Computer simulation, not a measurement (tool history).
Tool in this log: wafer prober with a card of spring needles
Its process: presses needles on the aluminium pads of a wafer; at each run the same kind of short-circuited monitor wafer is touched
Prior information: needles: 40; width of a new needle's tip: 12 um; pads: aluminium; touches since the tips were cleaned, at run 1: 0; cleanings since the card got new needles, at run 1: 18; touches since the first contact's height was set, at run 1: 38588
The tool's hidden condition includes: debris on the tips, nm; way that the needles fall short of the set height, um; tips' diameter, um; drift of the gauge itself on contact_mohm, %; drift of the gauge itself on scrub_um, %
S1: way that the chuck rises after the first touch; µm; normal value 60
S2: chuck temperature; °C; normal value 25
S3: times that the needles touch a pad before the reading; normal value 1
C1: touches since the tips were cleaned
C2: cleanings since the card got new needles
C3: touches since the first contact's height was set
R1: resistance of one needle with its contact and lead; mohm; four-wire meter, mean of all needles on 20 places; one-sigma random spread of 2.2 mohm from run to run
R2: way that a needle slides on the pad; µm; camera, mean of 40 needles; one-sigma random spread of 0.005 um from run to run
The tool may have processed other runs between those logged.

| run | hour | S1 | S2 | S3 | C1 | C2 | C3 | R1 | R2 |
|---|---|---|---|---|---|---|---|---|---|
| 1 | 0 | 60 | 25 | 1 | 0 | 18 | 38588 | 254 | 10.472 |
| 2 | 21.5 | 60 | 25 | 2 | 3859 | 18 | 42447 | 287 | 10.477 |
| 3 | 35.1 | 60 | 25 | 2 | 6300 | 18 | 44888 | 290 | 10.478 |
|  | 45 | tips cleaned on abrasive film |
| 4 | 59.8 | 60 | 25 | 2 | 2658 | 19 | 49321 | 280 | 10.465 |
| 5 | 78.1 | 60 | 25 | 1 | 5941 | 19 | 52604 | 319 | 10.462 |
|  | 89.7 | tips cleaned on abrasive film |
| 6 | 92.5 | 65 | 25 | 1 | 506 | 20 | 55169 | 262 | 11.33 |
| 7 | 110.2 | 49 | 25 | 1 | 3692 | 20 | 58355 | 335 | 8.523 |
|  | 134.5 | tips cleaned on abrasive film |
|  | 136.2 | height of the first contact set anew |
| 8 | 136.9 | 60 | 25 | 1 | 385 | 21 | 134 | 267 | 10.38 |
| 9 | 156.1 | 47 | 25 | 1 | 3828 | 21 | 3577 | 335 | 8.109 |
|  | 179.2 | tips cleaned on abrasive film |
| 10 | 180.7 | 60 | 25 | 1 | 270 | 22 | 7973 | 263 | 10.37 |
| 11 | 200.3 | 60 | 25 | 1 | 3797 | 22 | 11500 | 318 | 10.366 |
| 12 | 217 | 60 | 25 | 1 | 6804 | 22 | 14507 | 320 | 10.373 |
|  | 223.6 | tips cleaned on abrasive film |
| 13 | 240.9 | 60 | 25 | 1 | 3099 | 23 | 18768 | 308 | 10.366 |
| 14 | 262.1 | 60 | 25 | 1 | 6916 | 23 | 22585 | 321 | 10.356 |
|  | 268.7 | tips cleaned on abrasive film |
|  | 272.8 | height of the first contact set anew, once more |
| 15 | 288.6 | 60 | 25 | 2 | 3513 | 24 | 2832 | 288 | 10.536 |
| 16 | 309.2 | 51 | 43 | 1 | 7211 | 24 | 6530 | 339 | 8.948 |
|  | 313.5 | tips cleaned on abrasive film |
| 17 | 329.2 | 51 | 43 | 1 | 2808 | 25 | 10107 | 325 | 8.934 |
| 18 | 354.1 | 41 | 37 | 1 | 7280 | 25 | 14579 | 374 | 7.191 |
|  | 357.9 | tips cleaned on abrasive film |
| 19 | 373.4 | 41 | 37 | 1 | 2791 | 26 | 18041 | 348 | 7.172 |
| 20 | 389.7 | 41 | 93 | 2 | 5707 | 26 | 20957 | 335 | 7.174 |
|  | 402.5 | tips cleaned on abrasive film |
| 21 | 405.2 | 41 | 93 | 2 | 492 | 27 | 23734 | 289 | 7.154 |
| 22 | 431.7 | 41 | 36 | 3 | 5259 | 27 | 28501 | 296 | 7.159 |

Predict each of these 3 candidate next runs independently; none follows another, all start after run 22:
|  | 447.5 | tips cleaned on abrasive film |
| A | 447.9 | 62 | 25 | 1 | 69 | 28 | 31384 | ? | ? |
|  | 447.5 | tips cleaned on abrasive film |
| B | 447.9 | 46 | 39 | 1 | 69 | 28 | 31384 | ? | ? |
|  | 447.5 | tips cleaned on abrasive film |
| C | 447.9 | 60 | 25 | 1 | 69 | 28 | 31384 | ? | ? |

| run | R1 | R2 |
|---|---|---|
| A | 254 | 10.836 |
| B | 264 | 8.025 |
| C | 256 | 10.475 |
With no hidden state in the tool, these same runs would have given:
| run | R1 | R2 |
|---|---|---|
| A | 248 | 10.886 |
| B | 254 | 8.076 |
| C | 249 | 10.526 |
